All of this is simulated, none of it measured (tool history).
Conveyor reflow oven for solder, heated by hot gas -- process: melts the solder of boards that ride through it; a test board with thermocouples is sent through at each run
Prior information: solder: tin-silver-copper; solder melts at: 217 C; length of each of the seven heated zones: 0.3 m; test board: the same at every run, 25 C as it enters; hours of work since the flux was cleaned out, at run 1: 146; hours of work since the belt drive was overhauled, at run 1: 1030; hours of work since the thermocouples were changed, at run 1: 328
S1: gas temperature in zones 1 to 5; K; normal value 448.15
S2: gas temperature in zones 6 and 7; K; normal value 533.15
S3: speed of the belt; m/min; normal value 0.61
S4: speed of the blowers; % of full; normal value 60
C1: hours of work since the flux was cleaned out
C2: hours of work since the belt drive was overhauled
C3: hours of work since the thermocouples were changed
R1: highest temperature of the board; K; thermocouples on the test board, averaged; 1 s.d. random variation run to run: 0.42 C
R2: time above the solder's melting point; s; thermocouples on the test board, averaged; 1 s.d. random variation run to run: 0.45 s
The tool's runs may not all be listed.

run	hour	S1	S2	S3	S4	C1	C2	C3	R1	R2
1	0	448.15	533.15	0.61	60	146	1030	328	515.95	37.1
2	38.2	448.15	533.15	0.61	60	176	1060	358	514.85	38.2
3	86.8	448.15	533.15	0.61	60	214	1099	396	515.55	37.7
4	120	448.15	533.15	0.61	60	240	1125	422	515.45	37.7
# hour 128.8: flux residue cleaned out of gas plates and filters
5	169.5	448.15	533.15	0.61	60	32	1160	457	516.65	39.2
6	219.3	440.15	533.15	0.61	60	71	1199	496	515.25	35.1
7	242.8	448.15	533.15	0.61	60	90	1218	515	516.55	39.1
8	275.9	448.15	533.15	0.61	60	116	1244	541	516.65	38.2
9	307.2	448.15	533.15	0.61	60	140	1268	565	515.85	38.4
10	358.5	448.15	533.15	0.61	60	181	1309	606	515.55	37.4
11	411.2	448.15	533.15	0.61	60	222	1350	647	516.85	39.5
# hour 445.3: flux residue cleaned out of gas plates and filters
12	445.5	448.15	533.15	0.61	60	0	1373	670	517.25	39.4
13	474.7	448.15	533.15	0.61	60	23	1396	693	517.85	39.4
14	513.7	440.15	533.15	0.61	60	54	1427	724	516.35	35.6
# hour 519.2: thermocouples of zones 6 and 7 changed
15	554.2	440.15	533.15	0.61	60	84	1457	28	513.75	34.3
16	594.3	440.15	533.15	0.61	60	116	1489	59	513.25	33.9
17	617.3	448.15	533.15	0.665	60	134	1507	77	512.35	31.5
18	655.9	448.15	533.15	0.665	60	164	1537	108	511.85	31.5

What will run 19 give?
# hour 692.3: belt drive overhauled, speed set with a stopwatch
19	694.6	450.15	533.15	0.61	60	191	2	135	?	?

{"run 19": {"R1": 514.95, "R2": 36.9}}
With no hidden state in the tool, this same run would have given R1 515.15 K, R2 37.4 s.

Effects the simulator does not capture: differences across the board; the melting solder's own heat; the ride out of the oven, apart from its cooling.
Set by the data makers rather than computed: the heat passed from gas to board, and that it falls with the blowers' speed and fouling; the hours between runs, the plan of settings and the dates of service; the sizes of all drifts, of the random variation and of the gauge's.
